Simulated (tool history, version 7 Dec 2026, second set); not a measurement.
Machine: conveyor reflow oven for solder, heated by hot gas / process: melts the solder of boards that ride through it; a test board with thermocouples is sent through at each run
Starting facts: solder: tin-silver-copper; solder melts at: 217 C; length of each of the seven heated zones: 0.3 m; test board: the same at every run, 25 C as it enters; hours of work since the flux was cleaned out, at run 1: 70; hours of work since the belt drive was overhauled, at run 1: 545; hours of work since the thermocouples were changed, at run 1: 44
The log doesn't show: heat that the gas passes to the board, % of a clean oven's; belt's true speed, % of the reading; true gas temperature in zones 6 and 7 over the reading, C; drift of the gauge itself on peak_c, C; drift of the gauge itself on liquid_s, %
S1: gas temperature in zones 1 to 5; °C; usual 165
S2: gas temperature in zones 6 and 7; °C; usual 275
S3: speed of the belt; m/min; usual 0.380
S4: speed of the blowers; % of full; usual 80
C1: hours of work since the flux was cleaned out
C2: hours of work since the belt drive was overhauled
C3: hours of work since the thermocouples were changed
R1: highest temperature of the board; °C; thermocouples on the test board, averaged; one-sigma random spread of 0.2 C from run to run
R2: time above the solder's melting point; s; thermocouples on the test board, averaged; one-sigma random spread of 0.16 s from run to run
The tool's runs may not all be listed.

{"run": 1, "day": 0.0, "S1": 165, "S2": 275, "S3": 0.38, "S4": 80, "C1": 70, "C2": 545, "C3": 44, "R1": 256.3, "R2": 71.1}
{"run": 2, "day": 0.746, "S1": 157, "S2": 275, "S3": 0.38, "S4": 80, "C1": 82, "C2": 557, "C3": 56, "R1": 255.1, "R2": 66.8}
{"run": 3, "day": 1.412, "S1": 159, "S2": 275, "S3": 0.38, "S4": 80, "C1": 92, "C2": 567, "C3": 66, "R1": 255.2, "R2": 67.8}
{"run": 4, "day": 2.242, "S1": 165, "S2": 275, "S3": 0.38, "S4": 80, "C1": 105, "C2": 580, "C3": 78, "R1": 256.3, "R2": 70.8}
{"run": 5, "day": 3.058, "S1": 165, "S2": 275, "S3": 0.38, "S4": 80, "C1": 117, "C2": 592, "C3": 91, "R1": 256.5, "R2": 70.7}
{"run": 6, "day": 3.925, "S1": 165, "S2": 275, "S3": 0.439, "S4": 80, "C1": 131, "C2": 606, "C3": 104, "R1": 250.5, "R2": 55.5}
{"run": 7, "day": 4.388, "S1": 165, "S2": 275, "S3": 0.439, "S4": 80, "C1": 138, "C2": 613, "C3": 111, "R1": 250.4, "R2": 55.7}
{"run": 8, "day": 5.138, "S1": 165, "S2": 275, "S3": 0.439, "S4": 80, "C1": 149, "C2": 624, "C3": 123, "R1": 250.6, "R2": 55.3}
{"run": 9, "day": 5.904, "S1": 165, "S2": 275, "S3": 0.344, "S4": 80, "C1": 161, "C2": 636, "C3": 135, "R1": 259.1, "R2": 82.1}
{"run": 10, "day": 6.321, "S1": 165, "S2": 275, "S3": 0.346, "S4": 80, "C1": 167, "C2": 642, "C3": 141, "R1": 259.4, "R2": 81.1}
{"run": 11, "day": 6.8, "S1": 165, "S2": 275, "S3": 0.346, "S4": 80, "C1": 175, "C2": 650, "C3": 148, "R1": 259.4, "R2": 81.1}
{"run": 12, "day": 7.521, "S1": 165, "S2": 275, "S3": 0.346, "S4": 80, "C1": 186, "C2": 661, "C3": 159, "R1": 259.3, "R2": 81.3}
{"run": 13, "day": 8.271, "S1": 168, "S2": 275, "S3": 0.38, "S4": 80, "C1": 197, "C2": 672, "C3": 171, "R1": 256.3, "R2": 72.4}
{"run": 14, "day": 9.062, "S1": 165, "S2": 272, "S3": 0.38, "S4": 80, "C1": 209, "C2": 684, "C3": 183, "R1": 253.1, "R2": 68.2}
{"day": 9.408, "done": "flux residue cleaned out of gas plates and filters"}
{"run": 15, "day": 10.092, "S1": 165, "S2": 272, "S3": 0.38, "S4": 80, "C1": 10, "C2": 697, "C3": 196, "R1": 253.0, "R2": 67.6}
{"run": 16, "day": 10.846, "S1": 154, "S2": 287, "S3": 0.38, "S4": 58, "C1": 22, "C2": 709, "C3": 207, "R1": 258.7, "R2": 67.8}
{"run": 17, "day": 11.504, "S1": 154, "S2": 283, "S3": 0.38, "S4": 58, "C1": 32, "C2": 719, "C3": 217, "R1": 255.1, "R2": 64.5}
{"run": 18, "day": 12.162, "S1": 154, "S2": 283, "S3": 0.38, "S4": 58, "C1": 42, "C2": 729, "C3": 228, "R1": 255.1, "R2": 64.6}
{"run": 19, "day": 12.846, "S1": 154, "S2": 283, "S3": 0.38, "S4": 58, "C1": 53, "C2": 739, "C3": 238, "R1": 254.9, "R2": 64.4}
{"run": 20, "day": 13.258, "S1": 159, "S2": 275, "S3": 0.452, "S4": 78, "C1": 59, "C2": 746, "C3": 244, "R1": 246.5, "R2": 47.9}
{"run": 21, "day": 13.725, "S1": 159, "S2": 275, "S3": 0.452, "S4": 78, "C1": 66, "C2": 753, "C3": 252, "R1": 246.3, "R2": 47.6}
{"day": 14.212, "done": "flux residue cleaned out of gas plates and filters, once more"}
{"run": 22, "day": 14.604, "S1": 171, "S2": 275, "S3": 0.38, "S4": 76, "C1": 6, "C2": 763, "C3": 262, "R1": 257.0, "R2": 73.9}
{"run": 23, "day": 15.292, "S1": 164, "S2": 274, "S3": 0.351, "S4": 86, "C1": 17, "C2": 774, "C3": 272, "R1": 258.7, "R2": 80.1}
{"run": 24, "day": 16.058, "S1": 151, "S2": 275, "S3": 0.38, "S4": 80, "C1": 28, "C2": 786, "C3": 284, "R1": 254.2, "R2": 64.3}
{"run": 25, "day": 16.925, "S1": 174, "S2": 275, "S3": 0.428, "S4": 89, "C1": 42, "C2": 799, "C3": 297, "R1": 255.4, "R2": 65.0}
{"run": 26, "day": 17.479, "S1": 174, "S2": 275, "S3": 0.428, "S4": 89, "C1": 50, "C2": 807, "C3": 306, "R1": 255.2, "R2": 65.1}
{"run": 27, "day": 18.133, "S1": 165, "S2": 275, "S3": 0.38, "S4": 52, "C1": 60, "C2": 817, "C3": 316, "R1": 249.9, "R2": 63.6}
{"run": 28, "day": 18.942, "S1": 165, "S2": 275, "S3": 0.305, "S4": 76, "C1": 73, "C2": 830, "C3": 328, "R1": 262.3, "R2": 96.6}
{"run": 29, "day": 19.654, "S1": 165, "S2": 286, "S3": 0.372, "S4": 84, "C1": 84, "C2": 841, "C3": 339, "R1": 267.5, "R2": 81.2}
{"run": 30, "day": 20.4, "S1": 165, "S2": 286, "S3": 0.372, "S4": 84, "C1": 95, "C2": 852, "C3": 351, "R1": 267.2, "R2": 81.0}

Below, some changes in R1 between adjacent runs. For each, the amount present without the hidden state too (settings, incoming material, random variation) and the amount remaining for the hidden state with gauge scatter not shared by both compared results:
Run 8 -> 9: S3 0.439 -> 0.344. R1 +8.5 °C: hidden state +0.1, all else +8.4.
Run 14 -> 15: flux residue cleaned out of gas plates and filters. R1 -0.1 °C: hidden state -0.4, all else +0.3.
Run 19 -> 20: S1 154 -> 159, S2 283 -> 275, S3 0.380 -> 0.452, S4 58 -> 78. R1 -8.4 °C: hidden state -0.4, all else -8.0.
Run 21 -> 22: S1 159 -> 171, S3 0.452 -> 0.380, S4 78 -> 76, flux residue cleaned out of gas plates and filters, once more. R1 +10.7 °C: hidden state +1.6, all else +9.1.
Run 27 -> 28: S3 0.380 -> 0.305, S4 52 -> 76. R1 +12.4 °C: hidden state -0.2, all else +12.6.
